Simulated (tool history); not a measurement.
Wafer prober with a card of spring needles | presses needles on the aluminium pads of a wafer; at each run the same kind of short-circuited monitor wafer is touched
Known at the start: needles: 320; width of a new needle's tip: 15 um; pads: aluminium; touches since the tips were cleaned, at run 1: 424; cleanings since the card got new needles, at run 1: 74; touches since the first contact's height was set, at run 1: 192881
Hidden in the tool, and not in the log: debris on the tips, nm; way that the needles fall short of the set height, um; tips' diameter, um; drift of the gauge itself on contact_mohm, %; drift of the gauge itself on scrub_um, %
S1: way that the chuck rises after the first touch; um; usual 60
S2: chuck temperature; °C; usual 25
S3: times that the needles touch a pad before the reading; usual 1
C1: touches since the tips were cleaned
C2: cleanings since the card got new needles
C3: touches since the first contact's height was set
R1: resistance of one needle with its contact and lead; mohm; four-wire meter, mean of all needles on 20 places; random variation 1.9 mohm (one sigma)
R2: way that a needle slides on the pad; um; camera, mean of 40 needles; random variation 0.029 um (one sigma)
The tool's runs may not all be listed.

run     day  S1   S2  S3    C1   C2      C3   R1     R2
  1       0  60   25   1   424   74  192881  199  15.03
      0.771  -- tips cleaned on abrasive film
      0.921  -- height of the first contact set anew
      1.562  -- tips cleaned on abrasive film
  2   1.879  60   25   1  3098   76    9402  203  14.99
      2.304  -- tips cleaned on abrasive film
      3.146  -- tips cleaned on abrasive film
      3.883  -- tips cleaned on abrasive film
  3   3.883  60   25   1     0   79   29026  204  14.97
      4.658  -- tips cleaned on abrasive film
  4   5.317  60   25   1  6486   80   43085  199  14.97
      5.496  -- tips cleaned on abrasive film
      6.346  -- tips cleaned on abrasive film
  5   7.038  60   25   1  6827   82   59942  202  14.98
      7.162  -- tips cleaned on abrasive film
      7.983  -- tips cleaned on abrasive film
  6   8.467  60   25   1  4763   84   73927  203  14.96
      8.762  -- tips cleaned on abrasive film
      9.592  -- tips cleaned on abrasive film
  7   9.592  60   25   1     0   86   84937  204     15
     10.392  -- tips cleaned on abrasive film
     11.171  -- tips cleaned on abrasive film
  8  11.538  60   25   1  3603   88  103988  201     15
     12.088  -- tips cleaned on abrasive film
     12.858  -- tips cleaned on abrasive film
  9  13.112  60   25   1  2499   90  119394  200  15.03
     13.704  -- tips cleaned on abrasive film
     14.588  -- tips cleaned on abrasive film
 10  15.212  60   85   1  6176   92  140019  213     15
     15.338  -- tips cleaned on abrasive film
       16.2  -- tips cleaned on abrasive film
 11  16.892  60   25   1  6784   94  156443  200  14.97
     17.033  -- tips cleaned on abrasive film
     17.833  -- tips cleaned on abrasive film
 12  18.475  60   25   1  6316   96  171947  203  14.96
     18.596  -- tips cleaned on abrasive film
      19.45  -- tips cleaned on abrasive film
 13  20.092  60   64   1  6291   98  187769  211  15.03
     20.275  -- tips cleaned on abrasive film
 14  20.971  60   95   1  6867   99  196405  215  14.97
       21.1  -- tips cleaned on abrasive film
     21.608  -- height of the first contact set anew
     21.904  -- tips cleaned on abrasive film
 15  22.171  60   95   1  2610  101    5470  218  14.98
     22.783  -- tips cleaned on abrasive film
     23.629  -- tips cleaned on abrasive film
 16  24.017  60   95   1  3821  103   23567  217  14.97
     24.379  -- tips cleaned on abrasive film
     25.154  -- tips cleaned on abrasive film
 17  25.496  55   60   1  3374  105   38074  209  13.75
     25.892  -- tips cleaned on abrasive film
     26.754  -- tips cleaned on abrasive film
 18   27.35  55   60   1  5889  107   56232  209  13.74
     27.612  -- tips cleaned on abrasive film
     28.371  -- tips cleaned on abrasive film
 19  28.404  55  100   1   297  109   66509  219  13.78
     29.146  -- tips cleaned on abrasive film
     29.946  -- tips cleaned on abrasive film
 20  30.454  55  100   1  4987  111   86608  223  13.79
     30.812  -- tips cleaned on abrasive film
 21  31.479  69  118   1  6567  112   96673  220   17.2
     31.612  -- tips cleaned on abrasive film
     32.388  -- tips cleaned on abrasive film
 22  32.446  62   25   2   562  114  106104  199   15.5
     33.225  -- tips cleaned on abrasive film
 23  33.688  62   25   2  4524  115  118270  201  15.48
     34.125  -- tips cleaned on abrasive film
     34.954  -- tips cleaned on abrasive film
 24  35.454  62   25   2  4889  117  135574  203   15.5
     35.746  -- tips cleaned on abrasive film
     36.517  -- tips cleaned on abrasive film
     37.346  -- tips cleaned on abrasive film
 25  37.388  67   27   3   410  120  154480  205  16.76
     38.212  -- tips cleaned on abrasive film
 26  38.658  67   27   3  4410  121  166980  201  16.68
     39.021  -- tips cleaned on abrasive film
     39.762  -- tips cleaned on abrasive film
 27  39.808  60   32   2   461  123  178202  205  14.98
     40.617  -- tips cleaned on abrasive film
     41.362  -- tips cleaned on abrasive film
 28  41.904  75   32   2  5321  125  198761  202   18.7
     42.233  -- tips cleaned on abrasive film
     42.246  -- height of the first contact set anew
 29  42.846  75   32   2  5905  126    5905  198  18.72

4 ways to go on from here, each from the tool as it stands after run 29. What would each give?
     43.117  -- tips cleaned on abrasive film
     43.858  -- tips cleaned on abrasive film
  A  44.562  61  25   1  6945  128  22739   ?   ?
     43.117  -- tips cleaned on abrasive film
     43.858  -- tips cleaned on abrasive film
  B  44.562  46  58   2  6945  128  22739   ?   ?
     43.117  -- tips cleaned on abrasive film
     43.858  -- tips cleaned on abrasive film
  C  44.562  49  25   1  6945  128  22739   ?   ?
     43.117  -- tips cleaned on abrasive film
     43.858  -- tips cleaned on abrasive film
  D  44.562  45  32   3  6945  128  22739   ?   ?

run   R1     R2
  A  198  15.27
  B  213  11.51
  C  205  12.22
  D  207  11.21
Without the tool's hidden state the same runs would have given:
run   R1     R2
  A  198  15.27
  B  212  11.51
  C  205  12.22
  D  207  11.21

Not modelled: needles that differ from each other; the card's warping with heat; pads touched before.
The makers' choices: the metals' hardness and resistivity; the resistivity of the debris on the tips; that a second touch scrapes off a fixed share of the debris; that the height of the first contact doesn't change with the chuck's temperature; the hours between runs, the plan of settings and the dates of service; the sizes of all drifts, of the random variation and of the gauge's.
